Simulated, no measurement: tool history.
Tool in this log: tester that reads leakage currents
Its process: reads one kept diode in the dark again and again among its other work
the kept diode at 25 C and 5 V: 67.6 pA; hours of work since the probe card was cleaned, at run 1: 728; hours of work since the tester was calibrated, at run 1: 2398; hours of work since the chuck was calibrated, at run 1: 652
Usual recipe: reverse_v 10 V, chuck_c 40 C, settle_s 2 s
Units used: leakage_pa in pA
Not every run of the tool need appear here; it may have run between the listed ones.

run    hour  reverse_v  chuck_c  settle_s  hours of work since the probe card was cleaned  hours of work since the tester was calibrated  hours of work since the chuck was calibrated  leakage_pa
  1       0         10       40         2                                             728                                           2398                                           652      275.18
  2   103.5         10       40      0.67                                             790                                           2460                                           714      275.21
  3   158.1         10       40      0.67                                             823                                           2493                                           747      274.23
  4   253.4         10       40      0.67                                             881                                           2551                                           804      274.03
  5   353.6         10       40      0.67                                             941                                           2611                                           865         272
  6   411.7         10       40      0.67                                             976                                           2646                                           899      273.03
  7   485.4         10       40      0.67                                            1020                                           2690                                           944      271.44
  8   546.9         10       40      0.67                                            1057                                           2727                                           981       269.3
  9   627.2        3.3       40         2                                            1106                                           2776                                          1029      169.64
 10   715.1        3.3       40         2                                            1159                                           2829                                          1082      169.73
 11   768.5         10       40         2                                            1191                                           2861                                          1114      266.48
 12   865.6         10       40         2                                            1249                                           2919                                          1173      265.23
 13   948.6         10       40       3.7                                            1299                                           2969                                          1223      264.66
 14  1042.5         10       40       3.7                                            1356                                           3026                                          1279      263.83
 15  1114.9         10       40         2                                            1399                                           3070                                          1323      261.25
 16  1215.8         10       40         2                                            1460                                           3130                                          1384      261.12
 17  1282.2        2.5       40         2                                            1500                                           3170                                          1424      147.57
 18  1325.5        2.5       40         2                                            1526                                           3196                                          1450       146.8
 19  1383.3         10       40         2                                            1561                                           3231                                          1485      259.35
 20    1472         10       40         2                                            1615                                           3285                                          1538      259.45
 21  1561.9       19.3       37         2                                            1669                                           3339                                          1592      273.16
 22    1626        1.6       40      0.43                                            1707                                           3377                                          1631      121.03
 23  1692.1       11.6       21       1.9                                            1747                                           3417                                          1671       67.14
 24    1797        3.6       40         2                                            1810                                           3480                                          1734      166.78
 25  1843.3         10       33         2                                            1838                                           3508                                          1762      152.38
 26  1920.2        2.7       40      5.23                                            1885                                           3555                                          1808       146.4
 27  1996.9        2.7       57      0.38                                            1931                                           3601                                          1854      490.97
 28  2046.5        1.3       25      0.36                                            1961                                           3631                                          1884       34.27
 29  2132.8        2.6       25      0.36                                            2013                                           3683                                          1936       46.43
 30  2221.2        2.6       25      0.36                                            2066                                           3736                                          1989       46.24
 31  2319.7       16.1       26         2                                            2125                                           3795                                          2049      112.11
 32  2393.5        1.8       56      2.91                                            2170                                           3840                                          2093      383.79
 33  2479.8        2.1       50         2                                            2222                                           3892                                          2145      268.76
     2570.5  -- chuck's temperature calibrated
 34  2570.5       12.3       40       5.1                                            2275                                           3945                                             0      324.05
 35  2652.8        1.8       54      2.89                                            2325                                           3995                                            50      391.23
 36  2721.4        1.8       54      2.89                                            2366                                           4036                                            91      390.28
 37  2772.6        1.8       54      2.89                                            2397                                           4067                                           122      389.88
 38  2860.6        1.7       26       1.1                                            2450                                           4120                                           175       48.29
 39  2915.6        1.7       26       1.1                                            2483                                           4153                                           208       48.52

Consider 3 possible next runs. They are alternatives, not a sequence: every one starts from the tool as it was left by run 39. What does each give?
  A  2981.8          1       27      1.19                                            2523                                           4193                                           248           ?
  B  2981.8        6.5       26      0.47                                            2523                                           4193                                           248           ?
  C  2981.8        6.8       28       1.1                                            2523                                           4193                                           248           ?

run  leakage_pa
  A       41.81
  B       88.06
  C      103.04
Without the tool's hidden state the same runs would have given:
run  leakage_pa
  A       41.93
  B       83.58
  C       98.64
